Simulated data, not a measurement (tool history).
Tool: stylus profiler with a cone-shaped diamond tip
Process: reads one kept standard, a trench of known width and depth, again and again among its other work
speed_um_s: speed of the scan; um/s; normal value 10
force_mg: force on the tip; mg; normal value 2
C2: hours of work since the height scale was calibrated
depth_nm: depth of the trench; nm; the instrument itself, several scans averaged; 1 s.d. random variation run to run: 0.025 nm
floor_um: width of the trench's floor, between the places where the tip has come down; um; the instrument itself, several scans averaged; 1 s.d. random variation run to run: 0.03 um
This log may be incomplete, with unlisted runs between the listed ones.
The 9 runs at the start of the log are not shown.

{"run": 10, "day": 5.338, "speed_um_s": 5, "force_mg": 2, "scans with this tip": 808, "C2": 110, "depth_nm": 100.95, "floor_um": 18.7}
{"run": 11, "day": 6.233, "speed_um_s": 10, "force_mg": 0.78, "scans with this tip": 900, "C2": 123, "depth_nm": 100.48, "floor_um": 18.66}
{"run": 12, "day": 6.938, "speed_um_s": 16, "force_mg": 0.78, "scans with this tip": 971, "C2": 133, "depth_nm": 100.47, "floor_um": 18.56}
{"run": 13, "day": 7.667, "speed_um_s": 16, "force_mg": 0.78, "scans with this tip": 1045, "C2": 143, "depth_nm": 100.48, "floor_um": 18.57}
{"run": 14, "day": 8.554, "speed_um_s": 16, "force_mg": 0.78, "scans with this tip": 1136, "C2": 155, "depth_nm": 100.53, "floor_um": 18.67}
{"run": 15, "day": 9.429, "speed_um_s": 16, "force_mg": 0.78, "scans with this tip": 1225, "C2": 167, "depth_nm": 100.47, "floor_um": 18.59}
{"run": 16, "day": 10.262, "speed_um_s": 16, "force_mg": 0.78, "scans with this tip": 1310, "C2": 179, "depth_nm": 100.52, "floor_um": 18.59}
{"run": 17, "day": 10.938, "speed_um_s": 16, "force_mg": 0.78, "scans with this tip": 1378, "C2": 188, "depth_nm": 100.5, "floor_um": 18.58}
{"run": 18, "day": 11.896, "speed_um_s": 16, "force_mg": 0.78, "scans with this tip": 1476, "C2": 202, "depth_nm": 100.45, "floor_um": 18.63}
{"run": 19, "day": 12.612, "speed_um_s": 8, "force_mg": 2.44, "scans with this tip": 1549, "C2": 212, "depth_nm": 101.06, "floor_um": 18.71}
{"run": 20, "day": 13.342, "speed_um_s": 10, "force_mg": 0.8, "scans with this tip": 1624, "C2": 222, "depth_nm": 100.52, "floor_um": 18.68}
{"run": 21, "day": 13.9, "speed_um_s": 10, "force_mg": 0.8, "scans with this tip": 1680, "C2": 230, "depth_nm": 100.46, "floor_um": 18.62}
{"run": 22, "day": 14.921, "speed_um_s": 37, "force_mg": 0.86, "scans with this tip": 1784, "C2": 244, "depth_nm": 100.52, "floor_um": 18.43}
{"run": 23, "day": 15.658, "speed_um_s": 37, "force_mg": 0.86, "scans with this tip": 1860, "C2": 254, "depth_nm": 100.49, "floor_um": 18.43}

Expected results for the next run?
{"run": 24, "day": 16.45, "speed_um_s": 37, "force_mg": 0.86, "scans with this tip": 1940, "C2": 265, "depth_nm": "?", "floor_um": "?"}

{"run 24": {"depth_nm": 100.51, "floor_um": 18.45}}
Take away the tool's hidden state, keep the run-to-run variation as it was, and the same run would have given depth_nm 100.51 nm, floor_um 18.45 um.
